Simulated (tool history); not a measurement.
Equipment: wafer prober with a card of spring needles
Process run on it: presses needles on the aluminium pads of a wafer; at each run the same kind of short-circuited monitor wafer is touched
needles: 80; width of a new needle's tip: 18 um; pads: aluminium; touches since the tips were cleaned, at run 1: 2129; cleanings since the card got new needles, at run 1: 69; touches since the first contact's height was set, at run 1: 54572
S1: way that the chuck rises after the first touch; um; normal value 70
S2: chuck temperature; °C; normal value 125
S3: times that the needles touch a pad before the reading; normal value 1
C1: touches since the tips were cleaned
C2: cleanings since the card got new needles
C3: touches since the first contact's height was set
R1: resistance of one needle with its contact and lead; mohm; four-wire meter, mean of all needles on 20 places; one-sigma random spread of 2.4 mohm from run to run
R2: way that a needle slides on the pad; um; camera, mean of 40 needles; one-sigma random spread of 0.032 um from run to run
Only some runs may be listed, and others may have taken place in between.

{"run": 1, "day": 0.0, "S1": 70, "S2": 125, "S3": 1, "C1": 2129, "C2": 69, "C3": 54572, "R1": 321, "R2": 8.39}
{"day": 0.358, "done": "tips cleaned on abrasive film"}
{"day": 0.921, "done": "tips cleaned on abrasive film"}
{"run": 2, "day": 0.946, "S1": 70, "S2": 125, "S3": 1, "C1": 198, "C2": 71, "C3": 62819, "R1": 287, "R2": 8.39}
{"day": 1.554, "done": "tips cleaned on abrasive film"}
{"run": 3, "day": 1.854, "S1": 70, "S2": 125, "S3": 1, "C1": 2639, "C2": 72, "C3": 70805, "R1": 320, "R2": 8.42}
{"day": 2.204, "done": "tips cleaned on abrasive film"}
{"run": 4, "day": 2.688, "S1": 70, "S2": 125, "S3": 1, "C1": 4278, "C2": 73, "C3": 78100, "R1": 336, "R2": 8.36}
{"day": 2.792, "done": "tips cleaned on abrasive film"}
{"day": 3.267, "done": "height of the first contact set anew"}
{"day": 3.362, "done": "tips cleaned on abrasive film"}
{"run": 5, "day": 3.408, "S1": 70, "S2": 125, "S3": 1, "C1": 403, "C2": 75, "C3": 1197, "R1": 289, "R2": 8.52}
{"day": 3.917, "done": "tips cleaned on abrasive film"}
{"day": 4.496, "done": "tips cleaned on abrasive film"}
{"run": 6, "day": 4.512, "S1": 70, "S2": 125, "S3": 1, "C1": 155, "C2": 77, "C3": 10845, "R1": 282, "R2": 8.43}
{"day": 5.071, "done": "tips cleaned on abrasive film"}
{"run": 7, "day": 5.071, "S1": 70, "S2": 125, "S3": 1, "C1": 0, "C2": 78, "C3": 15719, "R1": 283, "R2": 8.53}
{"day": 5.683, "done": "tips cleaned on abrasive film"}
{"run": 8, "day": 6.208, "S1": 70, "S2": 125, "S3": 1, "C1": 4603, "C2": 79, "C3": 25702, "R1": 340, "R2": 8.48}
{"day": 6.317, "done": "tips cleaned on abrasive film"}
{"day": 6.896, "done": "tips cleaned on abrasive film"}
{"run": 9, "day": 6.983, "S1": 70, "S2": 125, "S3": 1, "C1": 759, "C2": 81, "C3": 32441, "R1": 299, "R2": 8.46}
{"day": 7.483, "done": "tips cleaned on abrasive film"}
{"run": 10, "day": 7.762, "S1": 70, "S2": 58, "S3": 1, "C1": 2471, "C2": 82, "C3": 39296, "R1": 317, "R2": 8.52}
{"day": 8.075, "done": "tips cleaned on abrasive film"}
{"run": 11, "day": 8.417, "S1": 58, "S2": 58, "S3": 1, "C1": 3017, "C2": 83, "C3": 45020, "R1": 345, "R2": 6.97}
{"day": 8.679, "done": "tips cleaned on abrasive film"}
{"day": 9.242, "done": "tips cleaned on abrasive film"}
{"run": 12, "day": 9.533, "S1": 70, "S2": 40, "S3": 1, "C1": 2556, "C2": 85, "C3": 54752, "R1": 309, "R2": 8.43}
{"day": 9.833, "done": "tips cleaned on abrasive film"}
{"run": 13, "day": 10.05, "S1": 70, "S2": 40, "S3": 1, "C1": 1905, "C2": 86, "C3": 59296, "R1": 303, "R2": 8.39}
{"day": 10.467, "done": "tips cleaned on abrasive film"}
{"run": 14, "day": 10.642, "S1": 70, "S2": 40, "S3": 1, "C1": 1534, "C2": 87, "C3": 64446, "R1": 295, "R2": 8.36}
{"day": 11.042, "done": "tips cleaned on abrasive film"}
{"run": 15, "day": 11.283, "S1": 70, "S2": 40, "S3": 1, "C1": 2160, "C2": 88, "C3": 70087, "R1": 303, "R2": 8.35}
{"day": 11.621, "done": "tips cleaned on abrasive film"}
{"run": 16, "day": 11.888, "S1": 70, "S2": 40, "S3": 1, "C1": 2336, "C2": 89, "C3": 75341, "R1": 310, "R2": 8.4}
{"day": 12.204, "done": "tips cleaned on abrasive film"}
{"day": 12.771, "done": "tips cleaned on abrasive film"}
{"day": 12.8, "done": "height of the first contact set anew"}
{"run": 17, "day": 12.8, "S1": 50, "S2": 81, "S3": 2, "C1": 170, "C2": 91, "C3": 0, "R1": 286, "R2": 6.09}
{"day": 13.333, "done": "tips cleaned on abrasive film"}
{"run": 18, "day": 13.733, "S1": 70, "S2": 42, "S3": 2, "C1": 3511, "C2": 92, "C3": 8170, "R1": 293, "R2": 8.48}
{"day": 13.888, "done": "tips cleaned on abrasive film"}
{"day": 14.475, "done": "tips cleaned on abrasive film"}
{"run": 19, "day": 14.725, "S1": 70, "S2": 42, "S3": 2, "C1": 2192, "C2": 94, "C3": 16824, "R1": 286, "R2": 8.47}

Run 20 is up next; what results do you expect?
{"day": 15.079, "done": "tips cleaned on abrasive film"}
{"day": 15.65, "done": "tips cleaned on abrasive film"}
{"run": 20, "day": 15.7, "S1": 52, "S2": 125, "S3": 1, "C1": 432, "C2": 96, "C3": 25342, "R1": "?", "R2": "?"}

Run 20 yielded R1 315 mohm, R2 6.23 um.
The same run, on a tool lacking any hidden state, would have yielded R1 279 mohm, R2 6.28 um.

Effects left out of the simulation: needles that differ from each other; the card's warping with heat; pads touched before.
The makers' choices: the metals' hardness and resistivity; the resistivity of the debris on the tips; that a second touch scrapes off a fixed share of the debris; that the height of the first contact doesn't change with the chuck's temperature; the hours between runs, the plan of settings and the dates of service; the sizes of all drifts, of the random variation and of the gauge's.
